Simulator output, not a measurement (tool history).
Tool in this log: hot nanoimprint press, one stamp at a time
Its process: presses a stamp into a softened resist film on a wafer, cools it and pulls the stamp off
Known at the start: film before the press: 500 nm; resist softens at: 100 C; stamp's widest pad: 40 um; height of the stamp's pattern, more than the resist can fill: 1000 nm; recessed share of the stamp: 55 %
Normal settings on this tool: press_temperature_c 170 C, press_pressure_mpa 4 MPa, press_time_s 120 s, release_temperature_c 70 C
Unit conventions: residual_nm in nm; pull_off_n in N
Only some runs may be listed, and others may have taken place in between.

run,hour,press_temperature_c,press_pressure_mpa,press_time_s,release_temperature_c,residual_nm,pull_off_n
1,0,170,4,120,70,270.4,251
2,14.7,170,4,120,70,269.1,262
3,35.1,170,4,120,70,270.2,266
4,47.9,180,4,120,70,177,265
5,62,180,4,120,70,177.1,261
6,88.1,170,4,120,70,269.6,258
7,114.3,170,4,120,70,269.4,279
8,137,170,4,120,70,269.6,265
9,155,170,4,120,71,269,272
10,174.7,170,4,120,71,269.4,268
11,195.8,170,4,120,71,268.6,269
12,216.6,170,4,120,71,268.4,274
13,236.9,170,4,120,71,268.8,274
14,255.7,170,5.29,120,70,234.3,282
15,277.8,179,4,120,70,184,279
16,293,170,4,120,70,268.2,287
17,309.6,170,4,120,70,267.9,281
18,325.3,161,4,120,71,374.5,287
19,343.1,172,5.47,75,66,255.2,293
20,356.4,172,5.47,75,66,255.1,296
21,370.4,169,4,120,55,288.2,312
22,387.4,175,5.09,120,66,198.2,306
23,412.6,170,4,180,66,242.8,308
24,444.4,170,4,180,66,242.4,204
25,464,170,5.16,157,69,223.8,210
26,481.8,170,5.16,157,69,223.7,212
27,497.7,170,3.53,88,69,318.4,202
28,523.7,170,4,61,70,333.7,210
29,543.3,170,4,164,67,249.6,213
30,563.7,166,4,164,56,296.2,243
31,587.8,166,4,164,56,295.8,242

Not shown: 2 entries that the log had between the listed runs. Between which runs, and how does the tool's hidden state differ before and after?
Between runs 18 and 19: plate thermocouple calibrated (hour 338.5)
  true temperature over the reading, C: 0.67 -> -0.14; pressure that arrives at the usual setting, %: 98.05 -> 98.02; grip of the stamp's worn release coat, % over a new coat's: 42 -> 42.7
  the result without the hidden state subtracted from the measured one, residual_nm: -5.5 -> +4.9 nm; pull_off_n: +83 -> +88 N
Between runs 23 and 24: stamp cleaned and given a new release coat (hour 422.1)
  true temperature over the reading, C: -0.08 -> -0.06; pressure that arrives at the usual setting, %: 97.87 -> 97.82; grip of the stamp's worn release coat, % over a new coat's: 45.7 -> 1
  the result without the hidden state subtracted from the measured one, residual_nm: +3.5 -> +3.4 nm; pull_off_n: +97 -> +2 N
